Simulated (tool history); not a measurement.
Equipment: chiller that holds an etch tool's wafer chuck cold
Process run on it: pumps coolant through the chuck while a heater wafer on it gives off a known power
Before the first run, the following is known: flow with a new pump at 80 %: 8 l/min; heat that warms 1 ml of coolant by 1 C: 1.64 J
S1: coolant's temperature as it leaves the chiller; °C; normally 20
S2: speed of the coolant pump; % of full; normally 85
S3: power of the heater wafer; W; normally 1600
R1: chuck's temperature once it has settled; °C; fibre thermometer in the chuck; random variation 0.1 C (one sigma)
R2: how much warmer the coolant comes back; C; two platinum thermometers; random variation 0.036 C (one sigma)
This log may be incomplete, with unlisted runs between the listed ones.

run 1 hour=0.0 | S1=20 S2=85 S3=1600 | R1=33.6 R2=6.84
run 2 hour=46.9 | S1=20 S2=85 S3=1600 | R1=33.4 R2=6.96
run 3 hour=130.5 | S1=20 S2=85 S3=1282 | R1=30.8 R2=5.55
run 4 hour=221.6 | S1=20 S2=85 S3=1600 | R1=33.6 R2=6.85
run 5 hour=277.8 | S1=20 S2=85 S3=1600 | R1=33.6 R2=6.89
run 6 hour=335.9 | S1=20 S2=85 S3=1600 | R1=33.4 R2=6.95
run 7 hour=447.4 | S1=22 S2=85 S3=1600 | R1=35.5 R2=6.94
-- hour=499.3 chiller's thermometer calibrated
run 8 hour=521.6 | S1=22 S2=85 S3=1600 | R1=35.4 R2=6.95
run 9 hour=606.6 | S1=22 S2=85 S3=1600 | R1=35.5 R2=7.02
run 10 hour=695.9 | S1=22 S2=85 S3=1600 | R1=35.3 R2=6.97
run 11 hour=791.7 | S1=22 S2=85 S3=1600 | R1=35.6 R2=7.00
run 12 hour=852.4 | S1=22 S2=74 S3=1600 | R1=37.3 R2=8.06
run 13 hour=920.0 | S1=20 S2=85 S3=1600 | R1=33.5 R2=7.07
run 14 hour=1021.4 | S1=12 S2=92 S3=1600 | R1=24.6 R2=6.50
run 15 hour=1108.8 | S1=12 S2=85 S3=1454 | R1=24.2 R2=6.45
run 16 hour=1190.2 | S1=12 S2=85 S3=1454 | R1=24.2 R2=6.47
run 17 hour=1271.6 | S1=20 S2=74 S3=2165 | R1=40.6 R2=10.94
run 18 hour=1379.7 | S1=17 S2=72 S3=1600 | R1=32.5 R2=8.38
run 19 hour=1476.7 | S1=17 S2=72 S3=1600 | R1=32.7 R2=8.32
run 20 hour=1569.2 | S1=17 S2=72 S3=1600 | R1=32.8 R2=8.39
run 21 hour=1673.2 | S1=17 S2=72 S3=1600 | R1=32.5 R2=8.43
run 22 hour=1749.5 | S1=23 S2=82 S3=1600 | R1=37.0 R2=7.42
run 23 hour=1804.8 | S1=23 S2=82 S3=1600 | R1=36.9 R2=7.47
run 24 hour=1893.2 | S1=23 S2=82 S3=1600 | R1=37.1 R2=7.47
run 25 hour=1940.2 | S1=13 S2=81 S3=1600 | R1=27.2 R2=7.55

Some steps in R2 between neighbouring runs. How much of each would the tool show without its hidden state too (settings, what came in, random variation), and how much is left for the hidden state, with any gauge scatter that isn't in both results?
Unlogged tool condition in this case: heat passed by the chuck's channels, % of clean ones'; flow at a given pump speed, % of a new pump's; coolant's true temperature over the reading, C; drift of the gauge itself on chuck_c, C; drift of the gauge itself on warmer_back_c, C.
Run 4 -> 5: no setting touched and nothing written in the log between the runs. R2 +0.04 C: hidden state +0.02, all else +0.02.
Run 6 -> 7: S1 20 -> 22. R2 -0.01 C: hidden state +0.02, all else -0.03.
Run 16 -> 17: S1 12 -> 20, S2 85 -> 74, S3 1454 -> 2165. R2 +4.47 C: hidden state +0.02, all else +4.45.
Run 17 -> 18: S1 20 -> 17, S2 74 -> 72, S3 2165 -> 1600. R2 -2.56 C: hidden state +0.01, all else -2.57.
